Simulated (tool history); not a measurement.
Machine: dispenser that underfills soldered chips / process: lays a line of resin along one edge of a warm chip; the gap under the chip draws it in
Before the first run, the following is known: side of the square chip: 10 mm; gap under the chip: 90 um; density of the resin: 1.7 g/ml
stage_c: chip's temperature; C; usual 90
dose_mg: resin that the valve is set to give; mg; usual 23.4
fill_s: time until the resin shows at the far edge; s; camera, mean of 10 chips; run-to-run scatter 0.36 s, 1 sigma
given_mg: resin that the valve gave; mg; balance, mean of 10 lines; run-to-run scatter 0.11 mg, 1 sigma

run   hour  stage_c  dose_mg  fill_s  given_mg
  1    0.0       90     23.4    39.5     22.56
       1.0  -- new syringe of resin
       3.3  -- dispensing valve cleaned and set on the balance
  2    8.9       90     23.4    30.4     23.49
  3   13.4       90     23.4    38.8     23.37
      14.4  -- new syringe of resin
  4   20.1       90     23.4    28.9     23.36
  5   24.5       90     23.4    36.5     23.33
      26.9  -- new syringe of resin
  6   28.4       90     23.4    22.6     23.31
  7   32.1       90     22.2    28.2     22.21
  8   36.5       90     22.2    35.2     21.92
      39.6  -- new syringe of resin
  9   44.3       90     22.2    27.6     22.21
 10   51.0       78     22.2    64.5     21.93
      51.8  -- new syringe of resin
 11   56.7       78     22.2    44.5     22.24
 12   59.8       98     22.2    24.1     22.07
 13   63.6       98     22.2    29.6     21.87
      64.3  -- new syringe of resin
 14   69.7       90     23.4    28.5     23.20
 15   75.9       90     23.4    39.4     23.22
      76.9  -- new syringe of resin
 16   81.6       90     23.4    27.9     23.05
 17   87.2       90     23.4    38.5     22.92
      89.0  -- new syringe of resin
 18   94.4       90     26.1    28.8     25.39
     101.5  -- new syringe of resin
 19  101.5       90     26.1    21.0     25.58
 20  105.3       90     26.1    25.9     25.65
 21  110.3      103     23.9    20.4     23.35
     113.7  -- new syringe of resin
 22  113.9       78     29.7    35.2     29.39
 23  121.0       85     23.4    38.6     22.91
     126.1  -- new syringe of resin
 24  126.3      103     25.5    13.5     24.94
 25  130.5      103     25.5    17.1     25.04
 26  134.7       90     23.7    35.0     23.05
     138.3  -- new syringe of resin
 27  142.3       79     29.6    39.5     28.84
 28  147.4       80     27.9    50.5     26.95
     150.5  -- new syringe of resin
 29  152.2       93     20.6    21.7     19.82
 30  156.6       93     20.6    27.6     20.00
 31  160.8       93     20.6    34.4     19.97
     163.0  -- new syringe of resin
 32  166.6       93     20.6    24.2     19.87
 33  174.0       93     20.6    35.7     19.97
     175.2  -- new syringe of resin
 34  178.8       93     20.6    24.2     20.04
     183.8  -- dispensing valve cleaned and set on the balance
 35  184.5      102     23.5    21.6     23.30
     188.3  -- new syringe of resin
 36  191.5      102     23.5    16.1     23.34
 37  197.6       97     30.3    26.6     30.17

Measured result minus the same run's result without the hidden state. Both carry the same run-to-run variation, though not necessarily the same gauge scatter:
The tool's hidden condition here consists of: resin's viscosity, % of fresh resin's; dose that the valve gives, % of what is set; true chip temperature over the reading, C; drift of the gauge itself on fill_s, %; drift of the gauge itself on given_mg, %.
run  fill_s  given_mg
  1   +18.7     -0.79
  2   +10.4     +0.00
  3   +18.6     -0.01
  4    +8.5     -0.04
  5   +16.1     -0.06
  6    +2.6     -0.09
  7    +7.7     -0.09
  8   +15.0     -0.11
  9    +7.1     -0.15
 10   +31.0     -0.18
 11   +11.6     -0.20
 12    +8.8     -0.22
 13   +14.5     -0.23
 14    +8.3     -0.28
 15   +19.3     -0.31
 16    +7.5     -0.34
 17   +17.2     -0.36
 18    +8.3     -0.44
 19    +0.7     -0.48
 20    +5.4     -0.50
 21    +8.1     -0.48
 22    +2.7     -0.63
 23   +14.2     -0.52
 24    +1.1     -0.60
 25    +4.6     -0.62
 26   +14.4     -0.59
 27    +9.4     -0.79
 28   +21.0     -0.77
 29    +3.2     -0.58
 30    +9.0     -0.61
 31   +15.9     -0.62
 32    +5.4     -0.64
 33   +17.0     -0.68
 34    +5.6     -0.70
 35    +8.5     -0.08
 36    +3.5     -0.11
 37   +11.4     -0.18

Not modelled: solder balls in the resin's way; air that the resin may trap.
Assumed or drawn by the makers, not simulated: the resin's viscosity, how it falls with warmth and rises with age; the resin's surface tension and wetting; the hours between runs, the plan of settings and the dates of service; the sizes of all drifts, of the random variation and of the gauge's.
